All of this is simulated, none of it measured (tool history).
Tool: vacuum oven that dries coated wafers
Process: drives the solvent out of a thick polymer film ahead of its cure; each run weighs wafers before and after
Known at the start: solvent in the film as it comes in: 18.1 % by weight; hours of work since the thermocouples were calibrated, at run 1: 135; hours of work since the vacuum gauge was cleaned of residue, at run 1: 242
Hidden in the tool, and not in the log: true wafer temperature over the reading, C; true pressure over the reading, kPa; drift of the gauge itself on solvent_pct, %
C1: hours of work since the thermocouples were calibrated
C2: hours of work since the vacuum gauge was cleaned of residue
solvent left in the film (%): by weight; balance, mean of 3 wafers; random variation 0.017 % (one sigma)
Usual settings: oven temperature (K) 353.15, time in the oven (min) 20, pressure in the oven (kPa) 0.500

Run 1, day 0.000: usual settings; C1 135; C2 242. Result: solvent left in the film (%) 4.54.
Run 2, day 0.308: usual settings; C1 139; C2 246. Result: solvent left in the film (%) 4.53.
Run 3, day 0.838: usual settings; C1 145; C2 252. Result: solvent left in the film (%) 4.52.
Run 4, day 1.196: usual settings; C1 149; C2 256. Result: solvent left in the film (%) 4.55.
Run 5, day 1.758: usual settings but oven temperature (K) 367.15; C1 156; C2 263. Result: solvent left in the film (%) 1.96.
Run 6, day 2.100: usual settings; C1 159; C2 267. Result: solvent left in the film (%) 4.54.
Run 7, day 2.550: usual settings; C1 165; C2 272. Result: solvent left in the film (%) 4.53.
Run 8, day 3.108: usual settings; C1 171; C2 278. Result: solvent left in the film (%) 4.54.
Run 9, day 3.496: usual settings but oven temperature (K) 348.15; C1 176; C2 283. Result: solvent left in the film (%) 5.67.
Run 10, day 4.208: usual settings but oven temperature (K) 348.15; C1 184; C2 291. Result: solvent left in the film (%) 5.65.
Run 11, day 4.946: usual settings but oven temperature (K) 348.15; C1 193; C2 300. Result: solvent left in the film (%) 5.64.
Run 12, day 5.350: usual settings but oven temperature (K) 348.15; C1 197; C2 305. Result: solvent left in the film (%) 5.72.
Run 13, day 6.058: usual settings but oven temperature (K) 348.15; C1 206; C2 313. Result: solvent left in the film (%) 5.72.
Run 14, day 6.475: usual settings but time in the oven (min) 18; C1 211; C2 318. Result: solvent left in the film (%) 5.07.
Run 15, day 6.846: usual settings but time in the oven (min) 18; C1 215; C2 322. Result: solvent left in the film (%) 5.06.
Run 16, day 7.225: usual settings but oven temperature (K) 354.15; C1 219; C2 326. Result: solvent left in the film (%) 4.32.
Run 17, day 7.808: usual settings; C1 226; C2 333. Result: solvent left in the film (%) 4.53.
At day 7.933: vacuum gauge cleaned of residue and calibrated.
Run 18, day 8.504: usual settings; C1 233; C2 7. Result: solvent left in the film (%) 4.58.
Run 19, day 9.229: usual settings but oven temperature (K) 357.15; C1 242; C2 15. Result: solvent left in the film (%) 3.75.
Run 20, day 9.625: usual settings but oven temperature (K) 357.15; C1 247; C2 20. Result: solvent left in the film (%) 3.75.
Run 21, day 9.967: usual settings but oven temperature (K) 357.15; C1 251; C2 24. Result: solvent left in the film (%) 3.75.
Run 22, day 10.600: usual settings but oven temperature (K) 357.15; C1 258; C2 31. Result: solvent left in the film (%) 3.76.
At day 10.942: vacuum gauge cleaned of residue and calibrated, once more.
Run 23, day 11.100: usual settings but oven temperature (K) 357.15; C1 263; C2 2. Result: solvent left in the film (%) 3.54.
Run 24, day 11.838: usual settings but oven temperature (K) 357.15; C1 272; C2 10. Result: solvent left in the film (%) 3.54.
Run 25, day 12.388: usual settings but oven temperature (K) 361.15, time in the oven (min) 21, pressure in the oven (kPa) 0.576; C1 278; C2 17. Result: solvent left in the film (%) 2.61.
Run 26, day 13.021: usual settings but oven temperature (K) 361.15, time in the oven (min) 21, pressure in the oven (kPa) 0.576; C1 285; C2 24. Result: solvent left in the film (%) 2.62.
Run 27, day 13.662: usual settings but oven temperature (K) 361.15, time in the oven (min) 21, pressure in the oven (kPa) 0.576; C1 293; C2 32. Result: solvent left in the film (%) 2.61.
Run 28, day 14.108: usual settings but oven temperature (K) 366.15, time in the oven (min) 17, pressure in the oven (kPa) 1.844; C1 298; C2 37. Result: solvent left in the film (%) 3.29.
Run 29, day 14.858: usual settings but oven temperature (K) 366.15, time in the oven (min) 17, pressure in the oven (kPa) 1.844; C1 307; C2 46. Result: solvent left in the film (%) 3.27.
Run 30, day 15.258: usual settings but oven temperature (K) 365.15, time in the oven (min) 16, pressure in the oven (kPa) 1.444; C1 312; C2 50. Result: solvent left in the film (%) 3.54.
Run 31, day 15.583: usual settings but time in the oven (min) 30; C1 315; C2 54. Result: solvent left in the film (%) 2.54.
Run 32, day 16.233: usual settings but oven temperature (K) 347.15, time in the oven (min) 16, pressure in the oven (kPa) 0.868; C1 323; C2 62. Result: solvent left in the film (%) 7.25.
Run 33, day 16.717: usual settings but oven temperature (K) 347.15, time in the oven (min) 16, pressure in the oven (kPa) 0.868; C1 329; C2 67. Result: solvent left in the film (%) 7.25.
Run 34, day 17.458: usual settings but pressure in the oven (kPa) 0.262; C1 337; C2 76. Result: solvent left in the film (%) 4.25.
Run 35, day 17.896: usual settings but oven temperature (K) 340.15, time in the oven (min) 15, pressure in the oven (kPa) 0.563; C1 342; C2 81. Result: solvent left in the film (%) 8.87.
Run 36, day 18.338: usual settings but oven temperature (K) 340.15, time in the oven (min) 15, pressure in the oven (kPa) 0.563; C1 347; C2 86. Result: solvent left in the film (%) 8.90.
Run 37, day 18.888: usual settings but oven temperature (K) 346.15, time in the oven (min) 10, pressure in the oven (kPa) 0.344; C1 354; C2 93. Result: solvent left in the film (%) 9.31.
Run 38, day 19.529: usual settings but oven temperature (K) 367.15, time in the oven (min) 10, pressure in the oven (kPa) 0.344; C1 361; C2 100. Result: solvent left in the film (%) 4.97.
Run 39, day 20.129: usual settings but oven temperature (K) 365.15, time in the oven (min) 34, pressure in the oven (kPa) 1.621; C1 368; C2 107. Result: solvent left in the film (%) 1.40.
Run 40, day 20.642: usual settings but oven temperature (K) 365.15, time in the oven (min) 34, pressure in the oven (kPa) 1.621; C1 374; C2 113. Result: solvent left in the film (%) 1.41.
Run 41, day 21.267: usual settings but oven temperature (K) 345.15, time in the oven (min) 21, pressure in the oven (kPa) 0.368; C1 382; C2 120. Result: solvent left in the film (%) 5.89.
Run 42, day 21.642: usual settings but oven temperature (K) 367.15, pressure in the oven (kPa) 1.008; C1 386; C2 125. Result: solvent left in the film (%) 2.11.
Run 43, day 22.138: usual settings but oven temperature (K) 344.15, time in the oven (min) 22, pressure in the oven (kPa) 0.333; C1 392; C2 131. Result: solvent left in the film (%) 5.87.
Run 44, day 22.879: usual settings but oven temperature (K) 340.15, pressure in the oven (kPa) 0.592; C1 400; C2 139. Result: solvent left in the film (%) 7.57.
Run 45, day 23.629: usual settings but oven temperature (K) 340.15, pressure in the oven (kPa) 0.592; C1 409; C2 148. Result: solvent left in the film (%) 7.54.
Run 46, day 24.229: usual settings but oven temperature (K) 340.15, pressure in the oven (kPa) 0.592; C1 416; C2 155. Result: solvent left in the film (%) 7.58.
Run 47, day 24.596: usual settings but oven temperature (K) 350.15, pressure in the oven (kPa) 1.180; C1 420; C2 159. Result: solvent left in the film (%) 5.61.
Run 48, day 25.271: usual settings but oven temperature (K) 350.15, pressure in the oven (kPa) 1.180; C1 428; C2 167. Result: solvent left in the film (%) 5.61.

Forecast each of these 3 alternatives for the next run:
Run A, day 25.958: usual settings but oven temperature (K) 350.15, pressure in the oven (kPa) 0.527; C1 436; C2 175. Result: solvent left in the film (%) ?.
Run B, day 25.958: usual settings but pressure in the oven (kPa) 0.580; C1 436; C2 175. Result: solvent left in the film (%) ?.
Run C, day 25.958: usual settings but oven temperature (K) 350.15, time in the oven (min) 35, pressure in the oven (kPa) 0.586; C1 436; C2 175. Result: solvent left in the film (%) ?.

run  solvent left in the film (%)
  A                          5.11
  B                          4.49
  C                          2.59
Without the tool's hidden state the same runs would have given:
run  solvent left in the film (%)
  A                          5.18
  B                          4.57
  C                          2.62
